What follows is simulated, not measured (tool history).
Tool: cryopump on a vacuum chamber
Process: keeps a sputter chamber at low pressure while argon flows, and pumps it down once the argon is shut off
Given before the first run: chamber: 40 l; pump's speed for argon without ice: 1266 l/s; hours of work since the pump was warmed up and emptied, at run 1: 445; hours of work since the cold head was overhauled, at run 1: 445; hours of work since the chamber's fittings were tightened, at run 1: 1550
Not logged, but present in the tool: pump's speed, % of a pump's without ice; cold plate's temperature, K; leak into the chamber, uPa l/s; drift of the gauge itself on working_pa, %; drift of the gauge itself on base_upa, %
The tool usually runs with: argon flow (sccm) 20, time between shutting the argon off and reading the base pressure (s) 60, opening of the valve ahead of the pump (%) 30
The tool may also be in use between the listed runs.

run   hour  argon flow (sccm)  time between shutting the argon off and reading the base pressure (s)  opening of the valve ahead of the pump (%)  hours of work since the pump was warmed up and emptied  hours of work since the cold head was overhauled  hours of work since the chamber's fittings were tightened  pressure while argon flows (Pa)  pressure after the wait (uPa)
  1    0.0                 20                                                                     60                                          30                                                     445                                               445                                                       1550                           0.0961                           2.70
  2    7.4                 14                                                                     60                                          30                                                     452                                               452                                                       1556                           0.0686                           2.77
  3   16.0                  9                                                                     60                                          30                                                     459                                               459                                                       1564                           0.0440                           2.75
  4   23.4                 34                                                                     60                                          30                                                     466                                               466                                                       1570                           0.1652                           2.60
  5   39.9                 34                                                                     60                                          30                                                     480                                               480                                                       1585                           0.1663                           2.75
  6   53.7                 20                                                                     42                                          30                                                     492                                               492                                                       1597                           0.0987                           3.48
  7   64.6                 20                                                                     42                                          30                                                     502                                               502                                                       1606                           0.0978                           3.52
  8   80.7                 20                                                                     42                                          30                                                     516                                               516                                                       1620                           0.0978                           3.57
  9   89.7                 20                                                                     42                                          30                                                     524                                               524                                                       1628                           0.0988                           3.65
 10  103.2                 22                                                                     42                                          30                                                     535                                               535                                                       1640                           0.1088                           3.49
 11  114.0                 12                                                                     60                                          30                                                     545                                               545                                                       1649                           0.0590                           2.73
 12  128.8                 26                                                                     60                                          30                                                     558                                               558                                                       1662                           0.1289                           2.78
 13  145.3                 26                                                                     60                                          30                                                     572                                               572                                                       1677                           0.1299                           2.80
 14  158.5                 26                                                                     60                                          30                                                     584                                               584                                                       1688                           0.1305                           2.83
 15  172.7                 20                                                                    300                                          19                                                     596                                               596                                                       1701                           0.1532                           1.37
 16  182.6                 17                                                                    300                                          23                                                     605                                               605                                                       1709                           0.1084                           1.30
     194.1  -- pump warmed up, emptied and cooled again
 17  195.8                 28                                                                     64                                          53                                                       2                                               612                                                       1716                           0.0714                           2.47
 18  206.1                 28                                                                     64                                          53                                                      11                                               621                                                       1725                           0.0711                           2.51
 19  221.1                 28                                                                     64                                          53                                                      24                                               634                                                       1739                           0.0714                           2.47
 20  237.7                 16                                                                    291                                          16                                                      38                                               648                                                       1753                           0.1339                           1.07
 21  246.1                 20                                                                    242                                          16                                                      45                                               656                                                       1760                           0.1676                           1.23

Alternative continuations, all from the tool just after run 21; predict every row:
  A  254.6                 20                                                                    120                                          30                                                      53                                               663                                                       1768                                ?                              ?
  B  254.6                 20                                                                     73                                          57                                                      53                                               663                                                       1768                                ?                              ?
  C  254.6                  9                                                                    242                                          16                                                      53                                               663                                                       1768                                ?                              ?

run  pressure while argon flows (Pa)  pressure after the wait (uPa)
  A                           0.0897                           1.64
  B                           0.0476                           2.31
  C                           0.0750                           1.18
Without the tool's unlogged condition, the same runs would have read:
run  pressure while argon flows (Pa)  pressure after the wait (uPa)
  A                           0.0886                           1.17
  B                           0.0466                           1.83
  C                           0.0745                           0.70
